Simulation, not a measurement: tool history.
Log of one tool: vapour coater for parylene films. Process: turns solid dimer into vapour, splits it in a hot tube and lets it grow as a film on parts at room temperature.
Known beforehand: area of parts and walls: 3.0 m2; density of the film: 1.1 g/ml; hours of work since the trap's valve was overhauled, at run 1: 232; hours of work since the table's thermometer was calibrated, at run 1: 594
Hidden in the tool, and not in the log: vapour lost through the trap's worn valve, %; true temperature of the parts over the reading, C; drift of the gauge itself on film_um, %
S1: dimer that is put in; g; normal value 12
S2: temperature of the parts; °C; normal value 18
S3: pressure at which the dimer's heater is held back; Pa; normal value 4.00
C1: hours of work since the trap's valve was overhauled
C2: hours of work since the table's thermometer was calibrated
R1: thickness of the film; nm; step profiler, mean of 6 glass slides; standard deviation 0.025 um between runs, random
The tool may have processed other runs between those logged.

run	hour	S1	S2	S3	C1	C2	R1
1	0.0	12	18	4.00	232	594	1720
# hour 45.1: trap's valve overhauled
2	83.6	12	18	4.00	24	643	1580
3	148.5	12	18	4.00	64	683	1530
4	211.6	12	18	4.00	103	722	1540
5	253.2	12	18	4.00	128	747	1480
# hour 293.4: trap's valve overhauled, once more
6	308.5	12	14	4.00	9	779	2300
7	349.1	12	14	4.00	34	804	2300
8	429.8	12	14	4.00	84	854	2260
9	506.0	12	14	4.00	131	900	2190
10	559.0	12	14	4.00	163	933	2180
11	609.8	12	14	4.00	195	964	2150
12	642.8	12	18	4.00	215	985	1750
13	709.3	12	18	4.00	256	1026	1760
# hour 720.3: trap's valve overhauled
14	759.5	12	18	4.00	24	1054	1970
15	807.2	12	15	4.00	53	1083	2240
16	872.6	12	10	4.00	94	1124	2750
17	944.3	12	10	4.00	138	1168	2690
18	983.0	9	18	4.00	162	1192	1390
19	1032.7	9	18	4.00	192	1222	1290
20	1076.7	9	18	4.00	219	1249	1350
21	1136.3	9	18	4.00	256	1286	1270
# hour 1146.1: trap's valve overhauled
22	1212.4	9	18	4.00	41	1330	1480
# hour 1231.1: table's thermometer calibrated
23	1276.5	12	18	4.00	80	28	1750
24	1352.5	5	22	3.45	126	75	600
25	1400.2	12	18	8.15	156	104	1610
26	1452.3	14	18	8.15	188	136	1870
27	1505.4	6	11	4.83	221	169	1160
28	1540.7	9	18	3.35	242	191	1250
# hour 1572.9: trap's valve overhauled
29	1606.7	10	11	3.35	21	229	2190
30	1682.8	22	23	2.76	68	276	2730
31	1763.7	22	12	2.38	117	325	4520
32	1829.7	18	24	2.38	158	366	2130
33	1888.6	12	22	3.81	194	402	1420
34	1945.5	12	22	3.81	229	437	1430
35	1985.7	12	22	3.81	254	462	1410
# hour 1994.8: trap's valve overhauled
36	2047.2	21	22	6.68	32	497	2580
37	2117.9	12	15	10.74	76	541	1940
38	2165.3	12	18	2.90	105	570	1880
39	2238.1	12	18	2.90	150	615	1800
40	2310.6	15	23	2.25	194	659	1820
41	2354.5	10	14	4.00	221	686	1710
42	2404.9	10	14	4.00	252	718	1710
# hour 2417.7: trap's valve overhauled
43	2474.0	13	10	10.36	35	758	2680
44	2542.1	11	18	4.00	77	800	1670
45	2614.6	6	21	4.00	121	844	800
46	2682.5	6	19	2.70	163	886	880

How the hidden state differs across the entries between the runs, from the last listed run before each to the first after it:
After run 1, before run 2: trap's valve overhauled (hour 45.1)
  vapour lost through the trap's worn valve, %: 10.9 -> 19; true temperature of the parts over the reading, C: -0.76 -> -0.81
  difference, measured minus the result without the unlogged condition, R1: -140 -> -300 nm
After run 5, before run 6: trap's valve overhauled, once more (hour 293.4)
  vapour lost through the trap's worn valve, %: 23.7 -> 0.9; true temperature of the parts over the reading, C: -0.93 -> -0.96
  difference, measured minus the result without the unlogged condition, R1: -370 -> +80 nm
After run 13, before run 14: trap's valve overhauled (hour 720.3)
  vapour lost through the trap's worn valve, %: 12 -> 1.2; true temperature of the parts over the reading, C: -1.24 -> -1.27
  difference, measured minus the result without the unlogged condition, R1: -120 -> +90 nm
After run 21, before run 22: trap's valve overhauled (hour 1146.1)
  vapour lost through the trap's worn valve, %: 11.7 -> 2.3; true temperature of the parts over the reading, C: -1.52 -> -1.58
  difference, measured minus the result without the unlogged condition, R1: -70 -> +70 nm
After run 22, before run 23: table's thermometer calibrated (hour 1231.1)
  vapour lost through the trap's worn valve, %: 2.3 -> 4.2; true temperature of the parts over the reading, C: -1.58 -> 0.05
  difference, measured minus the result without the unlogged condition, R1: +70 -> -80 nm
After run 28, before run 29: trap's valve overhauled (hour 1572.9)
  vapour lost through the trap's worn valve, %: 11.4 -> 0.9; true temperature of the parts over the reading, C: -0.13 -> -0.18
  difference, measured minus the result without the unlogged condition, R1: -150 -> +0 nm
After run 35, before run 36: trap's valve overhauled (hour 1994.8)
  vapour lost through the trap's worn valve, %: 11.8 -> 1.6; true temperature of the parts over the reading, C: -0.44 -> -0.48
  difference, measured minus the result without the unlogged condition, R1: -160 -> +20 nm
After run 42, before run 43: trap's valve overhauled (hour 2417.7)
  vapour lost through the trap's worn valve, %: 11.9 -> 1.5; true temperature of the parts over the reading, C: -0.74 -> -0.78
  difference, measured minus the result without the unlogged condition, R1: -170 -> +60 nm
